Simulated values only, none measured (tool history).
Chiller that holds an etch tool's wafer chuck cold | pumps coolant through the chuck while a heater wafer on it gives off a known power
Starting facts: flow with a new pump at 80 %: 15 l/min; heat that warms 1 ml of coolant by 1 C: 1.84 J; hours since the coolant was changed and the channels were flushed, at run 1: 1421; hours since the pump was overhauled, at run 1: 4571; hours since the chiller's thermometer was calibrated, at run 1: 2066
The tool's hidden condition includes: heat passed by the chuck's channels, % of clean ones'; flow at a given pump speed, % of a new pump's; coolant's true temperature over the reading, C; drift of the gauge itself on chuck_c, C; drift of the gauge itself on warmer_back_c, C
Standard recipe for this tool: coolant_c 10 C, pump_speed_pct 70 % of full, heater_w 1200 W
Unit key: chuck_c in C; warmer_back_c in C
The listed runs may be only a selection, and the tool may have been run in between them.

run,hour,coolant_c,pump_speed_pct,heater_w,hours since the coolant was changed and the channels were flushed,hours since the pump was overhauled,hours since the chiller's thermometer was calibrated,chuck_c,warmer_back_c
1,0,10,70,1200,1421,4571,2066,21.5,3.05
2,138.4,10,70,1200,1559,4710,2204,21.5,3.04
3,247.6,10,70,1200,1668,4819,2314,21.5,3.03
4,340.1,10,70,1200,1761,4911,2406,21.3,3.01
5,456.5,10,70,1200,1877,5028,2523,21.5,3.04
6,516.9,10,70,1200,1938,5088,2583,21.3,2.99
# hour 567.6: chiller's thermometer calibrated
7,624.9,10,70,1200,2045,5195,57,21.4,3.08
8,703.4,10,70,1200,2123,5274,136,21.4,2.99
9,778.4,10,70,1200,2198,5349,211,21.5,3
10,897,10,70,1200,2317,5467,329,21.4,3.05
11,957.2,5,70,619,2377,5528,390,11,1.55
12,1032.9,5,70,619,2453,5603,465,10.8,1.58
13,1162.5,5,70,619,2582,5733,595,10.7,1.57
14,1301.8,5,70,619,2721,5872,734,10.9,1.53
15,1408.1,5,70,619,2828,5978,840,10.8,1.55
16,1466,5,70,619,2886,6036,898,11.1,1.57
17,1556.7,19,81,1758,2976,6127,989,34.1,3.73
18,1619.1,17,84,1105,3039,6189,1052,26.4,2.3
19,1729.6,19,94,1105,3149,6300,1162,27.7,2.02
20,1834.3,19,94,1105,3254,6405,1267,27.6,1.98

For each entry between runs, how does the tool's hidden state at the last listed run before it compare with that at the first listed run after it?
In the gap between runs 6 and 7: chiller's thermometer calibrated (hour 567.6)
  no difference in the tool's unlogged condition between these two runs
